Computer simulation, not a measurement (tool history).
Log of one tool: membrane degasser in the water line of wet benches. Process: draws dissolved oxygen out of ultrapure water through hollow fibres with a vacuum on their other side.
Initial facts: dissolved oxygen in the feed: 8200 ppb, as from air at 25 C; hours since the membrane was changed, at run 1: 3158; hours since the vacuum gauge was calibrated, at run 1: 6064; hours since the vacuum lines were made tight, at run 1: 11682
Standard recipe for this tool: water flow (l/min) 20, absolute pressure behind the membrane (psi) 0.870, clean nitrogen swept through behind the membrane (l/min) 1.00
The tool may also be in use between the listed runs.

run,hour,water flow (l/min),absolute pressure behind the membrane (psi),clean nitrogen swept through behind the membrane (l/min),hours since the membrane was changed,hours since the vacuum gauge was calibrated,hours since the vacuum lines were made tight,dissolved oxygen in the water behind the degasser (ppb),pressure that the water loses in the fibres (psi)
1,0.0,20,0.870,1.00,3158,6064,11682,176.6,7.731
2,126.7,14,0.870,1.00,3284,6191,11809,106.1,5.424
3,193.0,14,0.870,1.00,3351,6257,11876,106.3,5.443
4,279.2,14,0.870,1.00,3437,6343,11962,105.9,5.408
# hour 326.2: vacuum gauge calibrated
5,402.3,14,0.870,1.00,3559,76,12084,105.7,5.427
6,460.7,14,0.870,1.00,3618,135,12143,106.1,5.452
7,540.4,31,0.870,0.72,3698,214,12222,392.2,12.016
8,616.3,26,1.471,0.57,3773,290,12298,677.0,10.041
9,736.0,12,2.139,1.28,3893,410,12418,259.2,4.621
10,865.0,20,1.991,0.78,4022,539,12547,600.7,7.736
11,973.3,20,1.991,0.78,4130,647,12655,602.2,7.665

What if the next run were any one of these 5? Each begins from the tool's condition after run 11:
A,1060.1,21,0.854,2.66,4217,734,12742,?,?
B,1060.1,13,1.991,0.50,4217,734,12742,?,?
C,1060.1,18,0.740,1.61,4217,734,12742,?,?
D,1060.1,20,1.578,2.81,4217,734,12742,?,?
E,1060.1,16,1.991,0.78,4217,734,12742,?,?

run,dissolved oxygen in the water behind the degasser (ppb),pressure that the water loses in the fibres (psi)
A,112.7,8.096
B,564.7,5.011
C,88.2,6.915
D,182.5,7.715
E,480.7,6.179
Without the tool's unlogged condition, the same runs would have read:
run,dissolved oxygen in the water behind the degasser (ppb),pressure that the water loses in the fibres (psi)
A,112.6,8.141
B,564.3,5.039
C,88.1,6.955
D,182.3,7.757
E,480.4,6.213

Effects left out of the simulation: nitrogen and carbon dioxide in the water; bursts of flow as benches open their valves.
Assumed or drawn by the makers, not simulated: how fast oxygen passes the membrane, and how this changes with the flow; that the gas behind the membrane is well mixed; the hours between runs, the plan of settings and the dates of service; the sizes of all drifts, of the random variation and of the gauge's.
